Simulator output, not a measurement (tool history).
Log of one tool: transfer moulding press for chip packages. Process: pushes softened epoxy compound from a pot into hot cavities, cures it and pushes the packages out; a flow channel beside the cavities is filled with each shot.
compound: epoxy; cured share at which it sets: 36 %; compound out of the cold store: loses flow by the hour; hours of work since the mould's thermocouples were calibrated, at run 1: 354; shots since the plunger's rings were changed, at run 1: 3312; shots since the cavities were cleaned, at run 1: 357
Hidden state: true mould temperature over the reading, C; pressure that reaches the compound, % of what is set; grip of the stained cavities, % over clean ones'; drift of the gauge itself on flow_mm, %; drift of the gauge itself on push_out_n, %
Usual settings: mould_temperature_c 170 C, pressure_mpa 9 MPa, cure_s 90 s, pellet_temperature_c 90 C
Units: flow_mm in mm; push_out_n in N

run	hour	mould_temperature_c	pressure_mpa	cure_s	pellet_temperature_c	hours of work since the mould's thermocouples were calibrated	shots since the plunger's rings were changed	shots since the cavities were cleaned	incoming compound's hours out of the cold store	flow_mm	push_out_n
1	0	170	9	90	90	354	3312	357	35.1	562	774
2	10.4	170	9	90	85	360	3444	489	8.8	659	862
3	21.2	170	9	90	85	367	3581	626	37.2	555	869
4	30	170	9	90	85	373	3692	737	20.5	611	903
# hour 40.2: cavities cleaned with cleaning compound and waxed
5	40.2	170	9	123	90	378	3801	0	20.3	613	795
6	49	170	9	124	90	384	3912	111	27.9	582	823
7	57.9	170	9	90	90	390	4026	225	15.5	624	1032
8	65.8	170	9	90	90	395	4125	324	19	608	1011
9	73.7	170	9	90	90	400	4225	424	23	592	1015
10	88	170	9	90	90	409	4405	604	31.9	567	994
# hour 90.4: cavities cleaned with cleaning compound and waxed, once more
11	103.9	170	9	90	90	418	4588	171	12.1	632	677
12	112	170	9	121	90	423	4690	273	35.7	546	599
13	124.2	170	9	121	90	431	4844	427	42.4	530	658
14	134.6	170	9	121	90	438	4976	559	19.1	603	667
15	144.6	170	9	121	90	444	5102	685	17.9	609	702
# hour 159: cavities cleaned with cleaning compound and waxed
16	165	177	9	90	83	456	5340	75	41.4	514	475
17	174.3	177	9.27	88	82	462	5458	193	41	517	560
18	191.9	177	9.27	88	82	473	5681	416	28.1	554	640
19	207.2	177	9.27	86	82	483	5875	610	13.5	608	723
20	220.1	176	9.84	86	82	491	6037	772	30.6	566	770
# hour 226.7: plunger's sealing rings changed
# hour 229.9: cavities cleaned with cleaning compound and waxed
21	240.2	176	7.19	87	82	502	152	130	13.4	573	568
22	257.1	176	7.19	87	82	512	365	343	23	540	672
23	273	176	7.19	75	82	523	567	545	12.6	570	828
24	288.8	166	9	113	83	533	767	745	19.3	650	867
# hour 299.4: cavities cleaned with cleaning compound and waxed
25	302	166	9	113	83	540	914	33	31.3	599	527
26	320.9	169	10.85	128	90	552	1152	271	43.5	601	591
27	330.5	173	7.91	90	93	558	1274	393	26.9	556	681
28	338.3	173	7.91	90	93	563	1373	492	11.8	607	709
29	351.5	171	9	90	91	572	1540	659	22.8	609	833

3 ways to go on from here, each from the tool as it stands after run 29. What would each give?
A	363.8	170	9	107	90	580	1695	814	26.2	?	?
B	363.8	166	9	90	91	580	1695	814	12.8	?	?
C	363.8	171	9	111	98	580	1695	814	44.9	?	?

run	flow_mm	push_out_n
A	602	768
B	667	1308
C	535	737
Without the tool's hidden state the same runs would have given:
run	flow_mm	push_out_n
A	615	440
B	681	727
C	546	425
